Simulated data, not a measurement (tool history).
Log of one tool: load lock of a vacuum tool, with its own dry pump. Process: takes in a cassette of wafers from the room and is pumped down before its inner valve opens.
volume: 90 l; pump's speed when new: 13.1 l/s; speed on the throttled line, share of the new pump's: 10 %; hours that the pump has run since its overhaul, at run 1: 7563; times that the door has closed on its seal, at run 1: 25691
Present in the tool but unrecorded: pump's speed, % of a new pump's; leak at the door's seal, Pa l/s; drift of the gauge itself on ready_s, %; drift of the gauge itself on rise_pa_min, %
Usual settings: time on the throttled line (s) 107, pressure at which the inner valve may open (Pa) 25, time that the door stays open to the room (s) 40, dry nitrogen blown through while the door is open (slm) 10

run,day,time on the throttled line (s),pressure at which the inner valve may open (Pa),time that the door stays open to the room (s),dry nitrogen blown through while the door is open (slm),hours that the pump has run since its overhaul,times that the door has closed on its seal,"incoming humidity of the room's air, %",time from the closed door until the inner valve may open (s),rise of the pressure with all valves shut (Pa/min)
1,0,107,25,40,10,7563,25691,42.3,160.9,0.041
2,3.15,107,25,40,10,7638,26019,47.1,161.5,0.042
3,9.942,107,31,40,10,7801,26726,44.4,161.9,0.043
4,15.142,107,31,40,10,7926,27267,46.1,160.8,0.04
5,19.008,107,31,40,10,8019,27670,47.3,159,0.044
6,22.921,107,31,40,10,8113,28077,44.5,159.1,0.047
7,27.925,107,25,40,10,8233,28598,42.9,162.8,0.039
8,33.121,116,25,40,28,8358,29139,44.7,170.6,0.037
9,37.617,135,43,40,28,8466,29607,44.6,182.5,0.037
10,42.825,135,34,42,25,8591,30149,46.4,185.8,0.042
11,46.038,135,23,78,25,8668,30483,45.8,188,0.043
12,50.412,135,23,78,25,8773,30938,44.2,188.3,0.039
13,56.817,107,25,31,10,8926,31605,41.8,161,0.045
14,62.783,156,29,40,10,9070,32226,42.4,203.7,0.057

Some steps in time from the closed door until the inner valve may open (s) between neighbouring runs. How much of each would the tool show without its hidden state too (settings, what came in, random variation), and how much is left for the hidden state, with any gauge scatter that isn't in both results?
Run 8 -> 9: time on the throttled line (s) 116 -> 135, pressure at which the inner valve may open (Pa) 25 -> 43. time from the closed door until the inner valve may open (s) +11.9: hidden state -1.1, all else +13.
Run 13 -> 14: time on the throttled line (s) 107 -> 156, pressure at which the inner valve may open (Pa) 25 -> 29, time that the door stays open to the room (s) 31 -> 40. time from the closed door until the inner valve may open (s) +42.7: hidden state -0.9, all else +43.6.
